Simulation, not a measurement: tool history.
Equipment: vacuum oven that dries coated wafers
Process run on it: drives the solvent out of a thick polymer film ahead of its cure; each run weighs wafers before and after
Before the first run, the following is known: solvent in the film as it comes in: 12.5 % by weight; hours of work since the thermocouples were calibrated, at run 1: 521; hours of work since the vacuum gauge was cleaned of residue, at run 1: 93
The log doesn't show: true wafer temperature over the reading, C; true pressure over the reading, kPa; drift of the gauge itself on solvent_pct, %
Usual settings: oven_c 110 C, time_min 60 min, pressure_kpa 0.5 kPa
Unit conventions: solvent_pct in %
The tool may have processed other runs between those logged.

| run | hour | oven_c | time_min | pressure_kpa | hours of work since the thermocouples were calibrated | hours of work since the vacuum gauge was cleaned of residue | solvent_pct |
|---|---|---|---|---|---|---|---|
| 1 | 0 | 110 | 60 | 0.5 | 521 | 93 | 1.2 |
| 2 | 53.3 | 110 | 60 | 0.5 | 560 | 132 | 1.2 |
| 3 | 95.6 | 110 | 60 | 0.5 | 592 | 163 | 1.25 |
| 4 | 143.5 | 110 | 60 | 0.5 | 627 | 199 | 1.23 |
| 5 | 193.5 | 110 | 60 | 0.5 | 664 | 236 | 1.22 |
| 6 | 218.4 | 110 | 60 | 0.5 | 682 | 254 | 1.17 |
| 7 | 254.6 | 110 | 60 | 0.5 | 709 | 281 | 1.23 |
| 8 | 300.5 | 110 | 60 | 0.5 | 743 | 315 | 1.14 |
| 9 | 326.1 | 110 | 60 | 1.43 | 762 | 334 | 1.9 |
| 10 | 371 | 98 | 59 | 1.43 | 795 | 367 | 4.67 |
| 11 | 396.7 | 120 | 60 | 0.5 | 814 | 386 | 0.32 |

For run 12, what comes out?
| 12 | 425.2 | 104 | 79 | 0.5 | 835 | 407 | ? |

Run 12 gave solvent_pct 1.62 %.
Take away the tool's hidden state, keep the run-to-run variation as it was, and the same run would have given solvent_pct 1.61 %.
